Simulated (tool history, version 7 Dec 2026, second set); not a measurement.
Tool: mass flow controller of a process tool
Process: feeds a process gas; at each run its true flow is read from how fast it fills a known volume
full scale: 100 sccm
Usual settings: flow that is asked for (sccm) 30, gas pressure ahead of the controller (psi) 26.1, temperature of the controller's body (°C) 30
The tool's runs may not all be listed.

| run | day | flow that is asked for (sccm) | gas pressure ahead of the controller (psi) | temperature of the controller's body (°C) | true flow (%) |
|---|---|---|---|---|---|
| 1 | 0 | 30 | 26.1 | 30 | 99.95 |
| 2 | 6.788 | 30 | 26.1 | 30 | 100.05 |
| 3 | 13.058 | 30 | 26.1 | 30 | 100.22 |
| 4 | 17.083 | 30 | 26.1 | 30 | 100.45 |
| 5 | 24.558 | 30 | 26.1 | 30 | 100.4 |
| 6 | 28.592 | 30 | 26.1 | 30 | 100.49 |
| 7 | 35.567 | 30 | 26.1 | 30 | 100.81 |
| 8 | 39.975 | 30 | 26.1 | 30 | 100.86 |
| 9 | 47.767 | 30 | 26.1 | 30 | 100.85 |
| 10 | 55.904 | 30 | 26.1 | 30 | 101.13 |
| 11 | 61.946 | 30 | 37.9 | 30 | 101.23 |
| 12 | 67.562 | 30 | 26.1 | 23 | 100.64 |
| 13 | 71.812 | 30 | 26.1 | 23 | 100.77 |
| 14 | 76.729 | 30 | 20.3 | 20 | 100.66 |
| 15 | 81.254 | 59 | 26.1 | 30 | 102.02 |
| 16 | 87.75 | 50 | 29.4 | 30 | 102.01 |
| 17 | 91.729 | 85 | 28.4 | 30 | 102.33 |
| 18 | 95.871 | 85 | 28.4 | 30 | 102.37 |
| 19 | 103.742 | 85 | 28.4 | 30 | 102.66 |
| 20 | 110.971 | 28 | 25.5 | 24 | 101.7 |
| 21 | 114.742 | 28 | 25.5 | 24 | 101.79 |
| 22 | 121.2 | 39 | 31 | 21 | 101.68 |
| 23 | 127.804 | 39 | 31 | 21 | 101.85 |
|  | 128.933 | gauge calibrated |
| 24 | 133.421 | 36 | 29.4 | 24 | 99.56 |
| 25 | 140.55 | 16 | 26.1 | 26 | 99.59 |

4 ways to go on from here, each from the tool as it stands after run 25. What would each give?
| A | 147.833 | 41 | 21 | 27 | ? |
| B | 147.833 | 25 | 31.2 | 30 | ? |
| C | 147.833 | 26 | 26.1 | 33 | ? |
| D | 147.833 | 42 | 36.4 | 25 | ? |

| run | true flow (%) |
|---|---|
| A | 100.23 |
| B | 100.46 |
| C | 100.58 |
| D | 99.85 |
Without the tool's hidden state the same runs would have given:
| run | true flow (%) |
|---|---|
| A | 99.82 |
| B | 100.06 |
| C | 100.17 |
| D | 99.44 |

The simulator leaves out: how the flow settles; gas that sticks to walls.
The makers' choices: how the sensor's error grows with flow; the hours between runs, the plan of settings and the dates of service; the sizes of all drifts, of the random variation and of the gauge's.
